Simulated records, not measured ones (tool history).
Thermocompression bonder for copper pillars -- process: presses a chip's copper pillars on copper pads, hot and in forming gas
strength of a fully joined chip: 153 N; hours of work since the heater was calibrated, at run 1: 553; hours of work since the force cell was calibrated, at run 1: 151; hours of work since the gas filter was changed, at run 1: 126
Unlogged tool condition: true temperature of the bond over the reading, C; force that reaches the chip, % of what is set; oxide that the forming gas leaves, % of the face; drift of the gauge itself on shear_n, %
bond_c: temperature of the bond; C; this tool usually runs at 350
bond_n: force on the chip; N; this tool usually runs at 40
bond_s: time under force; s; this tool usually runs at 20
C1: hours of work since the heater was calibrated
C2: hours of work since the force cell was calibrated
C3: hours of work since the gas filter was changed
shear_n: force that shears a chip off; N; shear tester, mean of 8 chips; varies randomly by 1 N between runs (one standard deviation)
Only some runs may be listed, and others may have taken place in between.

{"run": 1, "hour": 0.0, "bond_c": 350, "bond_n": 40, "bond_s": 20, "C1": 553, "C2": 151, "C3": 126, "shear_n": 78.9}
{"run": 2, "hour": 27.7, "bond_c": 350, "bond_n": 33, "bond_s": 20, "C1": 572, "C2": 170, "C3": 144, "shear_n": 64.1}
{"run": 3, "hour": 45.2, "bond_c": 355, "bond_n": 40, "bond_s": 20, "C1": 583, "C2": 181, "C3": 156, "shear_n": 79.9}
{"run": 4, "hour": 69.9, "bond_c": 355, "bond_n": 40, "bond_s": 20, "C1": 600, "C2": 198, "C3": 172, "shear_n": 78.2}
{"run": 5, "hour": 85.5, "bond_c": 355, "bond_n": 40, "bond_s": 20, "C1": 610, "C2": 208, "C3": 183, "shear_n": 76.9}
{"run": 6, "hour": 98.4, "bond_c": 351, "bond_n": 40, "bond_s": 20, "C1": 619, "C2": 217, "C3": 191, "shear_n": 75.3}
{"hour": 104.7, "done": "forming gas filter changed"}
{"run": 7, "hour": 112.3, "bond_c": 353, "bond_n": 40, "bond_s": 20, "C1": 628, "C2": 226, "C3": 5, "shear_n": 85.7}
{"run": 8, "hour": 130.2, "bond_c": 353, "bond_n": 40, "bond_s": 20, "C1": 640, "C2": 238, "C3": 17, "shear_n": 83.0}
{"run": 9, "hour": 144.1, "bond_c": 350, "bond_n": 26, "bond_s": 20, "C1": 649, "C2": 247, "C3": 26, "shear_n": 53.6}
{"run": 10, "hour": 172.4, "bond_c": 350, "bond_n": 26, "bond_s": 11, "C1": 668, "C2": 266, "C3": 45, "shear_n": 42.5}
{"run": 11, "hour": 186.3, "bond_c": 350, "bond_n": 26, "bond_s": 11, "C1": 678, "C2": 275, "C3": 55, "shear_n": 41.9}
{"run": 12, "hour": 214.6, "bond_c": 350, "bond_n": 57, "bond_s": 20, "C1": 696, "C2": 294, "C3": 74, "shear_n": 103.1}
{"run": 13, "hour": 237.4, "bond_c": 366, "bond_n": 57, "bond_s": 20, "C1": 712, "C2": 310, "C3": 89, "shear_n": 111.6}
{"run": 14, "hour": 251.8, "bond_c": 366, "bond_n": 57, "bond_s": 20, "C1": 721, "C2": 319, "C3": 99, "shear_n": 111.3}
{"run": 15, "hour": 274.9, "bond_c": 350, "bond_n": 33, "bond_s": 20, "C1": 737, "C2": 335, "C3": 114, "shear_n": 64.0}
{"run": 16, "hour": 288.4, "bond_c": 350, "bond_n": 40, "bond_s": 21, "C1": 746, "C2": 344, "C3": 123, "shear_n": 75.7}
{"run": 17, "hour": 301.4, "bond_c": 350, "bond_n": 40, "bond_s": 21, "C1": 755, "C2": 353, "C3": 132, "shear_n": 76.4}
{"run": 18, "hour": 315.8, "bond_c": 350, "bond_n": 40, "bond_s": 21, "C1": 764, "C2": 362, "C3": 141, "shear_n": 74.8}
{"run": 19, "hour": 333.2, "bond_c": 350, "bond_n": 40, "bond_s": 12, "C1": 776, "C2": 374, "C3": 153, "shear_n": 62.9}
{"run": 20, "hour": 351.9, "bond_c": 353, "bond_n": 44, "bond_s": 34, "C1": 788, "C2": 386, "C3": 166, "shear_n": 93.7}
{"run": 21, "hour": 374.6, "bond_c": 353, "bond_n": 44, "bond_s": 34, "C1": 804, "C2": 402, "C3": 181, "shear_n": 92.4}
{"run": 22, "hour": 392.4, "bond_c": 350, "bond_n": 32, "bond_s": 20, "C1": 816, "C2": 414, "C3": 193, "shear_n": 57.7}
{"hour": 395.3, "done": "forming gas filter changed"}
{"run": 23, "hour": 423.0, "bond_c": 359, "bond_n": 34, "bond_s": 11, "C1": 836, "C2": 434, "C3": 19, "shear_n": 60.0}
{"hour": 426.9, "done": "force cell calibrated"}
{"run": 24, "hour": 442.2, "bond_c": 359, "bond_n": 55, "bond_s": 11, "C1": 848, "C2": 10, "C3": 30, "shear_n": 90.8}
{"run": 25, "hour": 473.9, "bond_c": 366, "bond_n": 32, "bond_s": 20, "C1": 869, "C2": 32, "C3": 52, "shear_n": 71.1}
{"hour": 491.2, "done": "heater calibrated with a thermocouple chip"}
{"hour": 494.7, "done": "force cell calibrated, once more"}
{"run": 26, "hour": 501.8, "bond_c": 338, "bond_n": 32, "bond_s": 41, "C1": 6, "C2": 5, "C3": 68, "shear_n": 82.6}
{"run": 27, "hour": 516.1, "bond_c": 338, "bond_n": 32, "bond_s": 41, "C1": 16, "C2": 14, "C3": 78, "shear_n": 80.6}
{"run": 28, "hour": 547.8, "bond_c": 338, "bond_n": 32, "bond_s": 41, "C1": 37, "C2": 36, "C3": 99, "shear_n": 78.9}
{"run": 29, "hour": 568.6, "bond_c": 338, "bond_n": 32, "bond_s": 41, "C1": 51, "C2": 50, "C3": 113, "shear_n": 78.0}
{"run": 30, "hour": 583.1, "bond_c": 363, "bond_n": 37, "bond_s": 39, "C1": 61, "C2": 59, "C3": 122, "shear_n": 102.4}
{"run": 31, "hour": 613.0, "bond_c": 347, "bond_n": 32, "bond_s": 20, "C1": 81, "C2": 79, "C3": 142, "shear_n": 65.0}
{"run": 32, "hour": 634.7, "bond_c": 347, "bond_n": 32, "bond_s": 20, "C1": 95, "C2": 94, "C3": 157, "shear_n": 64.2}
{"run": 33, "hour": 651.0, "bond_c": 347, "bond_n": 32, "bond_s": 20, "C1": 106, "C2": 105, "C3": 168, "shear_n": 63.1}
{"run": 34, "hour": 673.6, "bond_c": 350, "bond_n": 40, "bond_s": 14, "C1": 121, "C2": 120, "C3": 183, "shear_n": 71.4}
{"hour": 692.4, "done": "forming gas filter changed"}
{"run": 35, "hour": 696.6, "bond_c": 350, "bond_n": 40, "bond_s": 14, "C1": 136, "C2": 135, "C3": 3, "shear_n": 79.0}
{"run": 36, "hour": 713.8, "bond_c": 350, "bond_n": 34, "bond_s": 23, "C1": 148, "C2": 146, "C3": 14, "shear_n": 79.3}
{"run": 37, "hour": 745.6, "bond_c": 350, "bond_n": 34, "bond_s": 21, "C1": 169, "C2": 168, "C3": 36, "shear_n": 73.9}
{"run": 38, "hour": 775.4, "bond_c": 352, "bond_n": 34, "bond_s": 21, "C1": 189, "C2": 188, "C3": 56, "shear_n": 74.4}

How would selected steps in shear_n from run to run divide? Give the signed amount a tool lacking its hidden state would still show from settings, what came in and random variation, and the signed amount left for the hidden state, including any gauge scatter that is not in both of the compared results.
Run 6 -> 7: bond_c 351 -> 353, forming gas filter changed. shear_n +10.4 N: hidden state +9.3, all else +1.1.
Run 11 -> 12: bond_n 26 -> 57, bond_s 11 -> 20. shear_n +61.2 N: hidden state -6.2, all else +67.4.
Run 14 -> 15: bond_c 366 -> 350, bond_n 57 -> 33. shear_n -47.3 N: hidden state +1.3, all else -48.6.
Run 25 -> 26: bond_c 366 -> 338, bond_s 20 -> 41, heater calibrated with a thermocouple chip, force cell calibrated, once more. shear_n +11.5 N: hidden state +9.0, all else +2.5.
Run 30 -> 31: bond_c 363 -> 347, bond_n 37 -> 32, bond_s 39 -> 20. shear_n -37.4 N: hidden state +2.0, all else -39.4.
Run 34 -> 35: forming gas filter changed. shear_n +7.6 N: hidden state +8.8, all else -1.2.
